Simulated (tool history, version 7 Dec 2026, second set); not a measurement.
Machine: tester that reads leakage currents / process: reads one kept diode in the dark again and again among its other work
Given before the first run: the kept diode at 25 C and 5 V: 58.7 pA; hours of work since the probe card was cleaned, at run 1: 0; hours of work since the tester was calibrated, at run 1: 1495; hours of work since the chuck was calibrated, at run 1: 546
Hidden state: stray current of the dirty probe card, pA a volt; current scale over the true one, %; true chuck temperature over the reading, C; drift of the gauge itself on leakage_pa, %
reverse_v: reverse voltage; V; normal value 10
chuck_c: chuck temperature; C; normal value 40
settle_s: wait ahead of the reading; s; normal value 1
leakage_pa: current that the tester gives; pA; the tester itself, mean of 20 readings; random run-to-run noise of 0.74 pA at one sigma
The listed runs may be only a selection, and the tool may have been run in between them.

| run | hour | reverse_v | chuck_c | settle_s | hours of work since the probe card was cleaned | hours of work since the tester was calibrated | hours of work since the chuck was calibrated | leakage_pa |
|---|---|---|---|---|---|---|---|---|
| 1 | 0 | 10 | 40 | 1 | 0 | 1495 | 546 | 233.9 |
| 2 | 177.3 | 10 | 40 | 1 | 86 | 1581 | 633 | 234.95 |
| 3 | 355.8 | 10 | 40 | 1 | 173 | 1668 | 720 | 233.77 |
| 4 | 563.7 | 10 | 40 | 1 | 275 | 1769 | 821 | 231.74 |
| 5 | 708.7 | 10 | 40 | 1 | 345 | 1840 | 892 | 232.4 |
| 6 | 986.8 | 1.9 | 40 | 1 | 481 | 1976 | 1027 | 88.68 |
| 7 | 1193.9 | 1.9 | 40 | 1 | 582 | 2076 | 1128 | 88.45 |
| 8 | 1311.5 | 1.9 | 22 | 1 | 639 | 2134 | 1186 | 26.46 |
| 9 | 1580.9 | 1.9 | 22 | 1 | 770 | 2265 | 1317 | 26.33 |
|  | 1626.8 | chuck's temperature calibrated |
| 10 | 1805.8 | 1.9 | 22 | 1 | 879 | 2374 | 87 | 29.8 |
| 11 | 2062.4 | 1.9 | 22 | 1 | 1004 | 2499 | 212 | 29.62 |
|  | 2236.6 | probe card cleaned and baked |
| 12 | 2259.4 | 1.9 | 22 | 1 | 11 | 2593 | 307 | 27.57 |
| 13 | 2472.8 | 8.3 | 40 | 1 | 115 | 2697 | 411 | 219.2 |
| 14 | 2696.7 | 8.3 | 40 | 1 | 224 | 2806 | 520 | 218.42 |
| 15 | 2970.1 | 8.3 | 40 | 1 | 357 | 2940 | 653 | 219.12 |
| 16 | 3241.5 | 8.3 | 44 | 1 | 490 | 3072 | 785 | 279.62 |
| 17 | 3434.5 | 8.3 | 44 | 1 | 584 | 3166 | 880 | 278.16 |
| 18 | 3617.1 | 10 | 40 | 1 | 673 | 3255 | 969 | 241.34 |
| 19 | 3775.8 | 19.5 | 40 | 1 | 750 | 3332 | 1046 | 358.55 |
| 20 | 3947.3 | 16.5 | 40 | 1 | 834 | 3416 | 1129 | 324.78 |
| 21 | 4145.6 | 1.9 | 40 | 0.55 | 930 | 3513 | 1226 | 91.57 |
|  | 4370.7 | chuck's temperature calibrated |
| 22 | 4397 | 1.9 | 40 | 0.55 | 1052 | 3634 | 13 | 98.64 |
|  | 4461 | probe card cleaned and baked |
| 23 | 4544.2 | 1.9 | 40 | 0.55 | 41 | 3704 | 83 | 96.89 |
| 24 | 4766.4 | 1.9 | 40 | 0.55 | 149 | 3813 | 191 | 96.26 |
|  | 4781.1 | tester calibrated |
| 25 | 4976.7 | 10 | 23 | 0.91 | 250 | 95 | 293 | 79.72 |
| 26 | 5252.8 | 10 | 23 | 0.91 | 385 | 230 | 427 | 80.55 |
| 27 | 5516.6 | 10 | 24 | 0.91 | 514 | 358 | 556 | 86.3 |
| 28 | 5758.9 | 10 | 24 | 0.91 | 632 | 477 | 674 | 86.63 |
| 29 | 5956.1 | 1.8 | 56 | 1 | 728 | 573 | 770 | 238.45 |
| 30 | 6189.3 | 10 | 28 | 3.84 | 841 | 686 | 884 | 111.23 |
| 31 | 6328 | 10 | 28 | 3.84 | 909 | 754 | 951 | 111.41 |
| 32 | 6469.2 | 10 | 28 | 3.84 | 978 | 823 | 1020 | 111.9 |

Run 33, settings as shown, results not yet in. Your forecast:
|  | 6692.4 | probe card cleaned and baked |
| 33 | 6705.6 | 6.5 | 35 | 0.63 | 6 | 936 | 1134 | ? |

Run 33 produced leakage_pa 130.1 pA.
If the tool had no hidden condition, the same run with the same run-to-run variation would have returned leakage_pa 139.05 pA.
